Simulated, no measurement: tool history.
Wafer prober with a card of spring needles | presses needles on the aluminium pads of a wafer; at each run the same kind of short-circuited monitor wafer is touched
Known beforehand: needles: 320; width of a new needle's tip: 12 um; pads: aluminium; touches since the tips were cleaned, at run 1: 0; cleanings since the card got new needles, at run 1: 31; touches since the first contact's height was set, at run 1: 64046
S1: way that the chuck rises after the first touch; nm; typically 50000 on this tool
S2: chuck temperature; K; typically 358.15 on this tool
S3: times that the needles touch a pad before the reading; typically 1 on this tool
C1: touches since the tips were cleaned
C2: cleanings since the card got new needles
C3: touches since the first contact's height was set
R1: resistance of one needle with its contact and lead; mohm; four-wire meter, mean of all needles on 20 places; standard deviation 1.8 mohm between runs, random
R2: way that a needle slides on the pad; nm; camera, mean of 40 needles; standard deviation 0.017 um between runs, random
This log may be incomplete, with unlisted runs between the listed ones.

run	hour	S1	S2	S3	C1	C2	C3	R1	R2
1	0	50000	358.15	1	0	31	64046	200	12610
2	35.3	50000	358.15	1	7564	31	71610	307	12590
# hour 38.8: tips cleaned on abrasive film
3	55.8	50000	358.15	1	3648	32	76000	273	12580
# hour 78.9: tips cleaned on abrasive film
4	83.9	50000	358.15	1	1064	33	81994	233	12570
5	114.5	50000	358.15	1	7638	33	88568	310	12550
# hour 119.6: tips cleaned on abrasive film
6	136.2	37000	358.15	1	3559	34	93206	323	9230
# hour 160.6: tips cleaned on abrasive film
7	174.7	50000	358.15	1	3031	35	101436	270	12510
8	199	50000	358.15	1	8249	35	106654	318	12520
# hour 201.2: tips cleaned on abrasive film
9	221	50000	315.15	1	4264	36	111357	281	12510
# hour 241.1: tips cleaned on abrasive film
10	258	50000	315.15	1	3620	37	119256	275	12490
# hour 260.7: height of the first contact set anew
11	277.2	50000	358.15	1	7681	37	3531	308	12730
# hour 280.1: tips cleaned on abrasive film
12	311	50000	358.15	1	6628	38	10769	303	12690
# hour 320.6: tips cleaned on abrasive film
13	347.5	50000	358.15	1	5781	39	18572	297	12630
# hour 360.4: tips cleaned on abrasive film
14	383.6	51000	358.15	1	4974	40	26292	286	12910
# hour 399.3: tips cleaned on abrasive film
15	423.1	51000	358.15	1	5090	41	34738	288	12880
# hour 440.7: tips cleaned on abrasive film
16	449.5	50000	358.15	1	1894	42	40384	247	12570
# hour 479.9: tips cleaned on abrasive film
17	480.5	50000	358.15	1	120	43	47009	201	12580
18	513.9	64000	367.15	2	7291	43	54180	248	16110
# hour 521.3: tips cleaned on abrasive film
19	547.3	30000	316.15	2	5584	44	61330	348	7490
# hour 561.1: tips cleaned on abrasive film
20	581.1	30000	316.15	2	4303	45	68561	340	7500
# hour 602: tips cleaned on abrasive film
21	605.2	34000	323.15	2	671	46	73695	223	8490
22	634.2	34000	323.15	2	6909	46	79933	335	8480
# hour 642.7: tips cleaned on abrasive film
23	659.9	34000	323.15	2	3688	47	85419	294	8480
# hour 683.1: tips cleaned on abrasive film
24	685.7	35000	372.15	2	565	48	90926	229	8710
25	713.6	35000	372.15	2	6548	48	96909	325	8710
# hour 722.2: tips cleaned on abrasive film
26	739.2	52000	358.15	2	3642	49	102376	236	13020
# hour 763.5: tips cleaned on abrasive film
27	764.8	52000	358.15	2	287	50	107857	203	13020
28	795.7	50000	358.15	3	6908	50	114478	237	12470
# hour 804.8: tips cleaned on abrasive film
# hour 820.9: height of the first contact set anew
29	834.3	46000	358.15	1	6249	51	2855	320	11650
# hour 844.2: tips cleaned on abrasive film
30	861.3	31000	321.15	1	3668	52	8627	392	7840
31	882.7	65000	301.15	1	8256	52	13215	274	16480
# hour 884.8: tips cleaned on abrasive film
32	916.9	50000	329.15	1	6885	53	20540	304	12700
# hour 926.4: tips cleaned on abrasive film
33	948.6	43000	391.15	3	4761	54	27320	245	10880
# hour 968.4: tips cleaned on abrasive film
34	972.6	43000	391.15	3	889	55	32443	217	10830

Alternative continuations, all from the tool just after run 34; predict every row:
A	1006.8	66000	348.15	1	8233	55	39787	?	?
B	1006.8	57000	352.15	2	8233	55	39787	?	?
C	1006.8	30000	301.15	3	8233	55	39787	?	?

run	R1	R2
A	278	16690
B	251	14420
C	310	7560
Without the tool's hidden state the same runs would have given:
run	R1	R2
A	189	16750
B	192	14470
C	190	7620

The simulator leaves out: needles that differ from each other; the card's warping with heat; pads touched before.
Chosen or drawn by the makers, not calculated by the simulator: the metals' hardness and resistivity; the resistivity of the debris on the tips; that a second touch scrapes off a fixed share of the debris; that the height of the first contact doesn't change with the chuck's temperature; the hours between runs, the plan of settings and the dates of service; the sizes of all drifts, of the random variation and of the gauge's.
